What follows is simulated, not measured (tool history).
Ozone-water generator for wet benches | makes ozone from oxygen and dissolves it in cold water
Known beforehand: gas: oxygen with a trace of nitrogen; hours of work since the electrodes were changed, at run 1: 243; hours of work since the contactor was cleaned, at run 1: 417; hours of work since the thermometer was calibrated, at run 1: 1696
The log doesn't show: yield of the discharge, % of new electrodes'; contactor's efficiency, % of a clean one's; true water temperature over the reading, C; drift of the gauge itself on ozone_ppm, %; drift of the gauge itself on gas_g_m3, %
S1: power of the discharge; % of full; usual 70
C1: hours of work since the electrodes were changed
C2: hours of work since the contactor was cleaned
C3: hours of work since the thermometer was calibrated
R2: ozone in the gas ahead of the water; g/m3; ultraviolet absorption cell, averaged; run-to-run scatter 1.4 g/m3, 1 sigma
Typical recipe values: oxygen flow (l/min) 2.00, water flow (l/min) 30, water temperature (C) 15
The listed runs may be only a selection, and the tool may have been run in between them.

{"run": 1, "hour": 0.0, "S1": 70, "oxygen flow (l/min)": 2.0, "water flow (l/min)": 30, "water temperature (C)": 15, "C1": 243, "C2": 417, "C3": 1696, "dissolved ozone (ppm)": 10.8, "R2": 262.7}
{"run": 2, "hour": 54.0, "S1": 70, "oxygen flow (l/min)": 2.0, "water flow (l/min)": 30, "water temperature (C)": 15, "C1": 283, "C2": 457, "C3": 1736, "dissolved ozone (ppm)": 10.8, "R2": 259.3}
{"run": 3, "hour": 95.0, "S1": 70, "oxygen flow (l/min)": 1.5, "water flow (l/min)": 30, "water temperature (C)": 15, "C1": 314, "C2": 488, "C3": 1767, "dissolved ozone (ppm)": 10.4, "R2": 312.8}
{"run": 4, "hour": 132.3, "S1": 70, "oxygen flow (l/min)": 1.5, "water flow (l/min)": 30, "water temperature (C)": 15, "C1": 342, "C2": 516, "C3": 1795, "dissolved ozone (ppm)": 10.1, "R2": 315.6}
{"run": 5, "hour": 189.9, "S1": 70, "oxygen flow (l/min)": 1.5, "water flow (l/min)": 30, "water temperature (C)": 15, "C1": 385, "C2": 559, "C3": 1838, "dissolved ozone (ppm)": 10.3, "R2": 310.1}
{"run": 6, "hour": 240.5, "S1": 83, "oxygen flow (l/min)": 1.5, "water flow (l/min)": 30, "water temperature (C)": 15, "C1": 423, "C2": 597, "C3": 1876, "dissolved ozone (ppm)": 11.8, "R2": 360.6}
{"run": 7, "hour": 297.5, "S1": 70, "oxygen flow (l/min)": 3.03, "water flow (l/min)": 30, "water temperature (C)": 15, "C1": 466, "C2": 640, "C3": 1919, "dissolved ozone (ppm)": 11.7, "R2": 199.6}
{"run": 8, "hour": 339.6, "S1": 70, "oxygen flow (l/min)": 3.03, "water flow (l/min)": 30, "water temperature (C)": 15, "C1": 497, "C2": 672, "C3": 1950, "dissolved ozone (ppm)": 11.5, "R2": 198.5}
{"run": 9, "hour": 385.3, "S1": 70, "oxygen flow (l/min)": 3.03, "water flow (l/min)": 30, "water temperature (C)": 15, "C1": 531, "C2": 706, "C3": 1985, "dissolved ozone (ppm)": 11.5, "R2": 197.2}
{"run": 10, "hour": 433.6, "S1": 70, "oxygen flow (l/min)": 3.03, "water flow (l/min)": 30, "water temperature (C)": 15, "C1": 568, "C2": 742, "C3": 2021, "dissolved ozone (ppm)": 11.5, "R2": 197.5}
{"run": 11, "hour": 476.9, "S1": 70, "oxygen flow (l/min)": 3.03, "water flow (l/min)": 30, "water temperature (C)": 15, "C1": 600, "C2": 774, "C3": 2053, "dissolved ozone (ppm)": 11.7, "R2": 198.9}
{"run": 12, "hour": 535.0, "S1": 70, "oxygen flow (l/min)": 3.03, "water flow (l/min)": 30, "water temperature (C)": 15, "C1": 644, "C2": 818, "C3": 2097, "dissolved ozone (ppm)": 11.6, "R2": 197.6}
{"run": 13, "hour": 589.5, "S1": 70, "oxygen flow (l/min)": 3.03, "water flow (l/min)": 30, "water temperature (C)": 15, "C1": 684, "C2": 859, "C3": 2138, "dissolved ozone (ppm)": 11.5, "R2": 195.5}
{"run": 14, "hour": 616.4, "S1": 81, "oxygen flow (l/min)": 3.03, "water flow (l/min)": 30, "water temperature (C)": 15, "C1": 705, "C2": 879, "C3": 2158, "dissolved ozone (ppm)": 13.0, "R2": 224.8}
{"run": 15, "hour": 643.2, "S1": 45, "oxygen flow (l/min)": 3.03, "water flow (l/min)": 30, "water temperature (C)": 15, "C1": 725, "C2": 899, "C3": 2178, "dissolved ozone (ppm)": 7.9, "R2": 136.2}
{"run": 16, "hour": 694.5, "S1": 41, "oxygen flow (l/min)": 3.3, "water flow (l/min)": 32, "water temperature (C)": 11, "C1": 763, "C2": 938, "C3": 2216, "dissolved ozone (ppm)": 7.3, "R2": 117.6}
{"run": 17, "hour": 734.3, "S1": 41, "oxygen flow (l/min)": 3.3, "water flow (l/min)": 32, "water temperature (C)": 11, "C1": 793, "C2": 967, "C3": 2246, "dissolved ozone (ppm)": 7.4, "R2": 118.3}
{"run": 18, "hour": 771.8, "S1": 41, "oxygen flow (l/min)": 3.3, "water flow (l/min)": 32, "water temperature (C)": 11, "C1": 821, "C2": 995, "C3": 2274, "dissolved ozone (ppm)": 6.9, "R2": 118.3}
{"run": 19, "hour": 825.7, "S1": 41, "oxygen flow (l/min)": 3.3, "water flow (l/min)": 32, "water temperature (C)": 11, "C1": 862, "C2": 1036, "C3": 2315, "dissolved ozone (ppm)": 7.2, "R2": 117.8}
{"run": 20, "hour": 863.4, "S1": 41, "oxygen flow (l/min)": 3.3, "water flow (l/min)": 32, "water temperature (C)": 11, "C1": 890, "C2": 1064, "C3": 2343, "dissolved ozone (ppm)": 7.2, "R2": 117.4}
{"run": 21, "hour": 890.2, "S1": 41, "oxygen flow (l/min)": 3.3, "water flow (l/min)": 32, "water temperature (C)": 11, "C1": 910, "C2": 1084, "C3": 2363, "dissolved ozone (ppm)": 7.2, "R2": 116.5}

Expected results for the next run?
{"run": 22, "hour": 921.8, "S1": 52, "oxygen flow (l/min)": 1.44, "water flow (l/min)": 20, "water temperature (C)": 15, "C1": 934, "C2": 1108, "C3": 2387, "dissolved ozone (ppm)": "?", "R2": "?"}

dissolved ozone (ppm): 12.2
R2: 247.0 g/m3
If the tool had no hidden condition, the same run with the same run-to-run variation would have returned dissolved ozone (ppm) 12.2, R2 251.8 g/m3.

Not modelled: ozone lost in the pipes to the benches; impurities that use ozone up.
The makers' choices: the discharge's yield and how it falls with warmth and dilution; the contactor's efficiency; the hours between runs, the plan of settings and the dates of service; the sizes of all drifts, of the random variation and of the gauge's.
